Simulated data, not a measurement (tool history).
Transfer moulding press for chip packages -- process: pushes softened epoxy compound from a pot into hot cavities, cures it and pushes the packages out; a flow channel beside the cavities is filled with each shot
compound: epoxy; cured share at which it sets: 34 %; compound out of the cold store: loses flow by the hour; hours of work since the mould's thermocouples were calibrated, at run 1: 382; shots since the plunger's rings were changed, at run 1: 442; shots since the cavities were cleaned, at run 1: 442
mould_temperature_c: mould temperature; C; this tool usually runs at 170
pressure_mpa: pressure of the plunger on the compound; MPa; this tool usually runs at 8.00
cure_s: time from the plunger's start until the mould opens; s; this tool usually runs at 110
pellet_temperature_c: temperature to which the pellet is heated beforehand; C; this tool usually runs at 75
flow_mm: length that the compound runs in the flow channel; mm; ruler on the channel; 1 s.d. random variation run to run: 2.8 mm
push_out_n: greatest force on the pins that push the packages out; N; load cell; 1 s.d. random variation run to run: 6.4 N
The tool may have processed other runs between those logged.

run   hour  mould_temperature_c  pressure_mpa  cure_s  pellet_temperature_c  hours of work since the mould's thermocouples were calibrated  shots since the plunger's rings were changed  shots since the cavities were cleaned  incoming compound's hours out of the cold store  flow_mm  push_out_n
  1    0.0                  170          8.00     110                    75                                                            382                                           442                                    442                                             37.6      554         328
  2   38.2                  170          8.00     110                    75                                                            412                                           963                                    963                                             21.6      590         408
      56.8  -- cavities cleaned with cleaning compound and waxed
  3  112.8                  164          8.00     110                    75                                                            468                                          1957                                    761                                             33.7      575         570
     146.6  -- cavities cleaned with cleaning compound and waxed
  4  153.9                  170          8.00     105                    75                                                            499                                          2497                                    100                                             46.4      525         267
  5  226.1                  176          8.00     110                    75                                                            555                                          3479                                   1082                                             40.7      507         351
     233.5  -- cavities cleaned with cleaning compound and waxed
  6  262.7                  176          8.00     110                    75                                                            582                                          3957                                    397                                             25.9      547         274
     303.8  -- plunger's sealing rings changed
  7  303.8                  176          8.00     110                    75                                                            612                                             0                                    923                                             37.3      540         326
     325.5  -- cavities cleaned with cleaning compound and waxed
  8  358.5                  176          6.89     110                    75                                                            653                                           723                                    449                                             24.8      524         285
     393.3  -- mould's thermocouples calibrated
  9  408.2                  170          7.92     110                    75                                                             12                                          1373                                   1099                                             33.4      561         442
     414.3  -- cavities cleaned with cleaning compound and waxed
 10  460.2                  170          7.92     110                    75                                                             51                                          2060                                    624                                              9.1      616         401
     501.5  -- cavities cleaned with cleaning compound and waxed
 11  523.4                  166          6.20     143                    72                                                             98                                          2900                                    299                                             37.6      487         289
 12  561.9                  166          6.20     103                    72                                                            128                                          3424                                    823                                             24.8      513         625
     589.2  -- cavities cleaned with cleaning compound and waxed
 13  597.5                  166          6.08      91                    72                                                            154                                          3887                                    112                                             31.1      492         557
     644.1  -- plunger's sealing rings changed
 14  644.1                  166          7.95      91                    85                                                            188                                             0                                    713                                             17.0      625         822
     677.4  -- cavities cleaned with cleaning compound and waxed
 15  677.7                  175          8.00     110                    78                                                            213                                           437                                      4                                             14.8      593         202
 16  725.2                  170          9.16      90                    75                                                            250                                          1083                                    650                                             19.8      634         588
 17  754.6                  170          9.16      90                    75                                                            273                                          1485                                   1052                                             36.7      593         595
     767.8  -- cavities cleaned with cleaning compound and waxed
 18  814.1                  162          9.16      90                    78                                                            318                                          2274                                    631                                             11.7      683        1058
 19  844.2                  162          9.16      90                    78                                                            341                                          2683                                   1040                                             10.9      676        1191
     854.8  -- cavities cleaned with cleaning compound and waxed
 20  881.3                  171          8.00     141                    75                                                            368                                          3167                                    360                                             26.8      559         261

What if the next run were any one of these 5? Each begins from the tool's condition after run 20:
     941.9  -- cavities cleaned with cleaning compound and waxed
  A  955.7                  171          8.00     141                    72                                                            425                                          4160                                    188                                             36.8        ?           ?
     941.9  -- cavities cleaned with cleaning compound and waxed
  B  955.7                  171          8.00     141                    67                                                            425                                          4160                                    188                                              9.5        ?           ?
     941.9  -- cavities cleaned with cleaning compound and waxed
  C  955.7                  177          7.48     110                    82                                                            425                                          4160                                    188                                             47.6        ?           ?
     941.9  -- cavities cleaned with cleaning compound and waxed
  D  955.7                  173          8.37     144                    75                                                            425                                          4160                                    188                                             19.3        ?           ?
     941.9  -- cavities cleaned with cleaning compound and waxed
  E  955.7                  171          8.00     141                    68                                                            425                                          4160                                    188                                             32.9        ?           ?

run  flow_mm  push_out_n
  A      531         244
  B      600         233
  C      475         246
  D      576         239
  E      535         227
With the hidden condition removed and each run's random variation left untouched, the same runs would have given:
run  flow_mm  push_out_n
  A      562         194
  B      635         186
  C      502         196
  D      609         191
  E      567         180

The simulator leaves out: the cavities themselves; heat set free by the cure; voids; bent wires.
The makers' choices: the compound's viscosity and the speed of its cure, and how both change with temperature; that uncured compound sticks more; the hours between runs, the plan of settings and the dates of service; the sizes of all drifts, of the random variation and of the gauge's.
